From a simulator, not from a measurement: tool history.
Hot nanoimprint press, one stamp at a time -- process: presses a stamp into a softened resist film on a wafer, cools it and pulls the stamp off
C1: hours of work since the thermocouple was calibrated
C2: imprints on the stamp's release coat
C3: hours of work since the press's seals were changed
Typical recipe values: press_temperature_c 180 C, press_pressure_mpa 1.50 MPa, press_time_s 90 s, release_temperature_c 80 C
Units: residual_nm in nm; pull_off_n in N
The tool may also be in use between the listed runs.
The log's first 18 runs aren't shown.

Run 19, hour 863.1: usual settings but press_pressure_mpa 1.07 MPa, press_time_s 81 s; C1 93; C2 112; C3 1184. Result: residual_nm 149.0 nm, pull_off_n 222 N.
Run 20, hour 924.4: usual settings but press_temperature_c 192 C, release_temperature_c 66 C; C1 119; C2 193; C3 1210. Result: residual_nm 84.2 nm, pull_off_n 302 N.
Run 21, hour 953.4: usual settings but press_temperature_c 192 C, release_temperature_c 66 C; C1 132; C2 231; C3 1222. Result: residual_nm 86.2 nm, pull_off_n 305 N.
Run 22, hour 985.5: usual settings but press_temperature_c 192 C, release_temperature_c 66 C; C1 145; C2 274; C3 1236. Result: residual_nm 85.2 nm, pull_off_n 306 N.
Run 23, hour 1028.7: usual settings but press_temperature_c 189 C, press_time_s 161 s, release_temperature_c 86 C; C1 164; C2 331; C3 1254. Result: residual_nm 75.6 nm, pull_off_n 191 N.
Run 24, hour 1062.8: usual settings but press_pressure_mpa 0.90 MPa, release_temperature_c 70 C; C1 178; C2 376; C3 1269. Result: residual_nm 154.2 nm, pull_off_n 281 N.
Run 25, hour 1121.6: usual settings but press_temperature_c 176 C, press_time_s 156 s, release_temperature_c 74 C; C1 203; C2 454; C3 1294. Result: residual_nm 115.6 nm, pull_off_n 263 N.
Run 26, hour 1151.2: usual settings but press_temperature_c 169 C, press_pressure_mpa 1.57 MPa; C1 216; C2 493; C3 1307. Result: residual_nm 170.5 nm, pull_off_n 228 N.
Run 27, hour 1193.4: usual settings but press_temperature_c 175 C, press_pressure_mpa 1.57 MPa, press_time_s 147 s; C1 234; C2 549; C3 1325. Result: residual_nm 119.7 nm, pull_off_n 225 N.
Run 28, hour 1244.0: usual settings but press_temperature_c 175 C, press_pressure_mpa 1.57 MPa, press_time_s 147 s; C1 255; C2 616; C3 1346. Result: residual_nm 120.0 nm, pull_off_n 229 N.
Run 29, hour 1291.5: usual settings but press_temperature_c 175 C, press_pressure_mpa 1.57 MPa, press_time_s 147 s; C1 276; C2 678; C3 1366. Result: residual_nm 118.5 nm, pull_off_n 236 N.
At hour 1326.4: press's hydraulic seals changed and the load cell set to zero.
Run 30, hour 1330.1: usual settings but press_temperature_c 175 C, press_pressure_mpa 1.48 MPa, press_time_s 147 s; C1 289; C2 719; C3 2. Result: residual_nm 121.1 nm, pull_off_n 244 N.
Run 31, hour 1390.5: usual settings but press_temperature_c 187 C, press_pressure_mpa 1.29 MPa, press_time_s 57 s, release_temperature_c 79 C; C1 314; C2 799; C3 27. Result: residual_nm 120.4 nm, pull_off_n 241 N.

What if the next run were any one of these 3? Each begins from the tool's condition after run 31:
Run A, hour 1450.9: usual settings but press_temperature_c 187 C, press_pressure_mpa 1.29 MPa, press_time_s 93 s, release_temperature_c 79 C; C1 340; C2 879; C3 53. Result: residual_nm ?, pull_off_n ?.
Run B, hour 1450.9: usual settings but press_temperature_c 187 C, press_pressure_mpa 1.91 MPa, press_time_s 57 s, release_temperature_c 79 C; C1 340; C2 879; C3 53. Result: residual_nm ?, pull_off_n ?.
Run C, hour 1450.9: usual settings but press_temperature_c 169 C, press_time_s 98 s, release_temperature_c 68 C; C1 340; C2 879; C3 53. Result: residual_nm ?, pull_off_n ?.

run  residual_nm  pull_off_n
  A        102.5         252
  B         98.2         240
  C        162.8         293
Stripped of hidden state, with their random variation kept, the same runs would have yielded:
run  residual_nm  pull_off_n
  A        106.1         234
  B        101.6         223
  C        168.4         270

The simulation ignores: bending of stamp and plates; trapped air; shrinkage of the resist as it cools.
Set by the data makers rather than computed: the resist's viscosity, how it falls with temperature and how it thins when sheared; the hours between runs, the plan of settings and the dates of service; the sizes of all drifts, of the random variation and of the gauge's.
